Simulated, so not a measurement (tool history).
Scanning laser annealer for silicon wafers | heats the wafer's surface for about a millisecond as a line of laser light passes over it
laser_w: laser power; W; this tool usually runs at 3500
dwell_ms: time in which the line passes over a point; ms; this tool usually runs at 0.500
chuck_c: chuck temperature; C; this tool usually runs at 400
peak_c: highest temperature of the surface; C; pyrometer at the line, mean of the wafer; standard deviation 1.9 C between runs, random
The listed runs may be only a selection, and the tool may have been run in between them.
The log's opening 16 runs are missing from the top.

run,hour,laser_w,dwell_ms,chuck_c,hours of work since the window was cleaned,hours of work since the power meter was calibrated,hours of work since the optics were aligned,peak_c
17,826.3,3418,0.500,400,94,1521,811,1138
18,855.7,3500,0.500,419,114,1541,831,1173
19,919.6,3500,0.399,400,158,1585,875,1080
20,956.0,3500,0.500,400,183,1610,900,1148
21,1028.3,3500,0.500,400,232,1659,949,1145
22,1097.7,3095,0.514,391,280,1707,997,1046
# hour 1140.5: window over the wafer cleaned
23,1140.5,3095,0.514,391,0,1735,1025,1071
24,1211.1,3500,0.378,400,48,1783,1073,1071
25,1242.5,3500,0.378,400,70,1805,1095,1068
# hour 1277.3: optics aligned, line set to its width
26,1297.9,3237,0.378,400,104,1839,14,1023
27,1352.3,3690,0.500,400,142,1876,51,1206
28,1425.3,3241,0.590,423,192,1926,101,1174
29,1496.1,3745,0.388,380,240,1975,150,1096
30,1540.9,3089,0.492,434,271,2005,180,1086
# hour 1598.2: window over the wafer cleaned
31,1615.3,3089,0.495,362,12,2055,230,1038
32,1687.9,3500,0.382,426,61,2105,280,1106
33,1749.7,3475,0.350,428,104,2147,322,1074
34,1787.9,3567,0.500,364,130,2173,348,1140
35,1829.4,3567,0.500,364,158,2202,377,1134
36,1865.9,3806,0.381,364,183,2227,402,1094
37,1897.0,3806,0.381,364,205,2248,423,1091
38,1960.3,3806,0.520,364,248,2291,466,1196
39,2000.4,3500,0.500,383,275,2319,494,1128
# hour 2049.1: window over the wafer cleaned
40,2049.6,3257,0.554,383,0,2351,526,1129
41,2116.1,3257,0.554,383,46,2397,572,1129

4 options for the next run, each taken on its own from the tool as it stands now. Forecast them:
A,2183.8,3756,0.597,362,92,2443,618,?
B,2183.8,3111,0.500,400,92,2443,618,?
C,2183.8,3500,0.428,438,92,2443,618,?
D,2183.8,3213,0.500,400,92,2443,618,?

run,peak_c
A,1252
B,1070
C,1149
D,1095
With the hidden condition removed and each run's random variation left untouched, the same runs would have given:
run,peak_c
A,1265
B,1080
C,1160
D,1106
